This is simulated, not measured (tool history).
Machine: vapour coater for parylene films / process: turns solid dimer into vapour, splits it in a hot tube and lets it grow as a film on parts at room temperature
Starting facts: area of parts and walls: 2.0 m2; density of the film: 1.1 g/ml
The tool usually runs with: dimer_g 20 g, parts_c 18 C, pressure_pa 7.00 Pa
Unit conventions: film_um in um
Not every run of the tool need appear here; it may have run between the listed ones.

run 1 hour=0.0 | dimer_g=20 parts_c=18 pressure_pa=7.00 | film_um=4.09
run 2 hour=41.6 | dimer_g=20 parts_c=18 pressure_pa=7.00 | film_um=4.02
run 3 hour=70.0 | dimer_g=20 parts_c=18 pressure_pa=7.00 | film_um=4.02
run 4 hour=97.8 | dimer_g=20 parts_c=18 pressure_pa=7.00 | film_um=4.04
run 5 hour=137.4 | dimer_g=20 parts_c=18 pressure_pa=7.00 | film_um=4.03
run 6 hour=208.5 | dimer_g=20 parts_c=18 pressure_pa=7.00 | film_um=4.02
run 7 hour=271.0 | dimer_g=20 parts_c=18 pressure_pa=7.00 | film_um=4.06
run 8 hour=309.5 | dimer_g=20 parts_c=15 pressure_pa=7.00 | film_um=4.47
run 9 hour=373.9 | dimer_g=23 parts_c=18 pressure_pa=7.00 | film_um=4.62
run 10 hour=436.4 | dimer_g=15 parts_c=18 pressure_pa=7.00 | film_um=3.04
run 11 hour=492.6 | dimer_g=15 parts_c=18 pressure_pa=7.00 | film_um=3.10
run 12 hour=529.1 | dimer_g=15 parts_c=18 pressure_pa=7.00 | film_um=3.04
run 13 hour=562.0 | dimer_g=20 parts_c=29 pressure_pa=7.00 | film_um=2.67
run 14 hour=597.1 | dimer_g=20 parts_c=29 pressure_pa=7.00 | film_um=2.70
run 15 hour=629.7 | dimer_g=20 parts_c=29 pressure_pa=7.00 | film_um=2.67
run 16 hour=695.1 | dimer_g=20 parts_c=22 pressure_pa=7.00 | film_um=3.45
run 17 hour=734.1 | dimer_g=20 parts_c=22 pressure_pa=3.42 | film_um=3.70
run 18 hour=777.4 | dimer_g=10 parts_c=22 pressure_pa=3.42 | film_um=1.87
run 19 hour=808.3 | dimer_g=10 parts_c=22 pressure_pa=3.42 | film_um=1.87
run 20 hour=844.7 | dimer_g=20 parts_c=18 pressure_pa=5.25 | film_um=4.18
run 21 hour=911.4 | dimer_g=20 parts_c=18 pressure_pa=5.25 | film_um=4.17
run 22 hour=971.9 | dimer_g=20 parts_c=16 pressure_pa=7.00 | film_um=4.31
run 23 hour=1032.3 | dimer_g=11 parts_c=18 pressure_pa=7.35 | film_um=2.16
run 24 hour=1085.4 | dimer_g=11 parts_c=18 pressure_pa=7.35 | film_um=2.25
run 25 hour=1120.9 | dimer_g=20 parts_c=18 pressure_pa=2.23 | film_um=4.50
run 26 hour=1182.6 | dimer_g=20 parts_c=18 pressure_pa=2.23 | film_um=4.47
run 27 hour=1239.1 | dimer_g=20 parts_c=18 pressure_pa=2.23 | film_um=4.51
run 28 hour=1291.5 | dimer_g=20 parts_c=18 pressure_pa=2.23 | film_um=4.44
run 29 hour=1341.6 | dimer_g=20 parts_c=10 pressure_pa=9.93 | film_um=5.32
run 30 hour=1394.8 | dimer_g=9 parts_c=10 pressure_pa=7.37 | film_um=2.42
run 31 hour=1440.9 | dimer_g=13 parts_c=24 pressure_pa=7.37 | film_um=2.09
run 32 hour=1468.6 | dimer_g=13 parts_c=24 pressure_pa=7.37 | film_um=2.03
run 33 hour=1523.0 | dimer_g=35 parts_c=15 pressure_pa=4.64 | film_um=8.27
run 34 hour=1569.3 | dimer_g=19 parts_c=15 pressure_pa=4.64 | film_um=4.49
run 35 hour=1632.6 | dimer_g=19 parts_c=15 pressure_pa=4.78 | film_um=4.45
run 36 hour=1670.9 | dimer_g=10 parts_c=25 pressure_pa=4.78 | film_um=1.64
run 37 hour=1699.7 | dimer_g=29 parts_c=27 pressure_pa=6.41 | film_um=4.32
run 38 hour=1729.8 | dimer_g=20 parts_c=15 pressure_pa=3.53 | film_um=4.87
run 39 hour=1776.7 | dimer_g=20 parts_c=15 pressure_pa=3.53 | film_um=4.77

Between the runs listed above, the log contained 3 entries, not reproduced here. Where in the sequence does each belong, and how does what the log doesn't record of the tool's condition differ from the listed run before to the listed run after?
From run 5 to run 6: trap's valve overhauled (hour 175.4)
  vapour lost through the trap's worn valve, %: 0.3 -> 0
From run 23 to run 24: trap's valve overhauled (hour 1079.4); table's thermometer calibrated (hour 1080.4)
  vapour lost through the trap's worn valve, %: 0.3 -> 0; true temperature of the parts over the reading, C: 0.05 -> 0
